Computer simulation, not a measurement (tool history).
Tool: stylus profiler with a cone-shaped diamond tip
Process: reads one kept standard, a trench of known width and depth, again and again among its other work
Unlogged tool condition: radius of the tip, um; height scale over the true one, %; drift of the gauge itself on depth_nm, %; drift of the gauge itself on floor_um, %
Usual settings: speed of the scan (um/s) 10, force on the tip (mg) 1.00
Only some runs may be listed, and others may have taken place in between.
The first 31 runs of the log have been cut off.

run	day	speed of the scan (um/s)	force on the tip (mg)	scans with this tip	hours of work since the height scale was calibrated	depth of the trench (angstrom)	width of the trench's floor (µm)
32	47.262	6	1.14	25903	130	5035.8	21.95
33	49.162	6	1.14	26276	157	5035.6	21.96
34	50.550	3	0.59	26548	177	5019.8	21.95
35	52.217	11	2.55	26875	200	5062.0	21.91
# day 52.900: new tip fitted, height scale calibrated
36	54.250	3	2.31	265	19	5062.7	25.49
37	55.842	15	1.85	577	42	5053.7	25.38
38	56.900	15	1.85	785	57	5054.5	25.34
39	59.058	3	0.41	1209	88	5015.7	25.26
40	60.379	3	1.27	1468	107	5040.6	25.30
41	61.696	6	2.46	1726	126	5062.6	25.20
42	63.838	11	0.47	2147	156	5019.6	25.05
43	65.008	11	0.47	2377	173	5015.5	25.00
44	67.242	3	0.57	2816	205	5019.2	25.06
45	68.629	29	1.51	3087	225	5043.3	24.79

What if the next run were any one of these 5? Each begins from the tool's condition after run 45:
A	70.258	29	0.60	3407	248	?	?
B	70.258	35	0.50	3407	248	?	?
C	70.258	7	2.45	3407	248	?	?
D	70.258	23	1.24	3407	248	?	?
E	70.258	37	0.36	3407	248	?	?

run	depth of the trench (angstrom)	width of the trench's floor (µm)
A	5021.6	24.68
B	5018.5	24.56
C	5058.7	24.90
D	5036.6	24.78
E	5012.1	24.45
The same runs, with their run-to-run variation unchanged, on a tool lacking any hidden condition would have given:
run	depth of the trench (angstrom)	width of the trench's floor (µm)
A	5026.7	25.34
B	5023.6	25.22
C	5063.9	25.56
D	5041.7	25.44
E	5017.2	25.12
